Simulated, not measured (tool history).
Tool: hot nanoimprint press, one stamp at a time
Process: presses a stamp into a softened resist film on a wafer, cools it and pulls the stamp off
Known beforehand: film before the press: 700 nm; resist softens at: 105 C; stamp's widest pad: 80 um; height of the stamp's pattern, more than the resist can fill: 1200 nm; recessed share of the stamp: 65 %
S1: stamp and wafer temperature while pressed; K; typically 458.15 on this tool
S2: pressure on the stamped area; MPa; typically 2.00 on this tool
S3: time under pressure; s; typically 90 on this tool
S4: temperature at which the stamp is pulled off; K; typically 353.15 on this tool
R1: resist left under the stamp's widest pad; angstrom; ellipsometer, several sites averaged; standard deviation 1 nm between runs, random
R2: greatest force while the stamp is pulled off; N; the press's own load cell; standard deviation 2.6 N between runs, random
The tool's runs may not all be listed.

run	hour	S1	S2	S3	S4	R1	R2
1	0.0	458.15	2.00	90	353.15	2641	193
2	54.4	458.15	2.00	64	353.15	2975	199
# hour 70.8: stamp cleaned and given a new release coat
3	100.3	458.15	1.58	90	353.15	2955	174
# hour 134.7: plate thermocouple calibrated
4	168.2	458.15	1.58	90	353.15	2852	179
5	203.1	458.15	2.00	90	353.15	2549	177
6	241.1	464.15	2.00	90	353.15	1979	184
7	307.9	464.15	2.00	90	353.15	1974	188
# hour 353.0: stamp cleaned and given a new release coat
8	354.0	464.15	2.00	90	353.15	1977	168
9	382.8	464.15	2.00	90	353.15	1974	170
10	429.4	458.15	2.00	90	353.15	2510	175
# hour 466.5: plate thermocouple calibrated, once more
11	502.2	453.15	1.47	171	346.15	3144	226
# hour 531.3: press's hydraulic seals changed and the load cell set to zero
12	554.9	458.15	1.55	90	341.15	3063	259
13	622.8	451.15	1.55	79	341.15	4168	260
# hour 644.7: stamp cleaned and given a new release coat
14	687.8	451.15	1.55	79	341.15	4146	241
15	718.3	451.15	1.55	79	341.15	4110	243
16	787.9	451.15	2.60	79	344.15	3261	228
17	833.3	458.15	1.48	71	353.15	3324	193
# hour 884.0: plate thermocouple calibrated
18	901.2	458.15	2.45	70	348.15	2709	232
# hour 929.4: stamp cleaned and given a new release coat
19	971.4	467.15	2.94	45	353.15	2040	181
20	1016.1	457.15	2.94	45	353.15	3023	191

3 options for the next run, each taken on its own from the tool as it stands now. Forecast them:
A	1056.4	457.15	2.94	45	347.15	?	?
B	1056.4	453.15	3.12	90	353.15	?	?
C	1056.4	458.15	1.57	54	353.15	?	?

run	R1	R2
A	3035	216
B	2700	192
C	3637	184
What these runs would have given with no unlogged condition in the tool:
run	R1	R2
A	3023	206
B	2689	183
C	3663	175
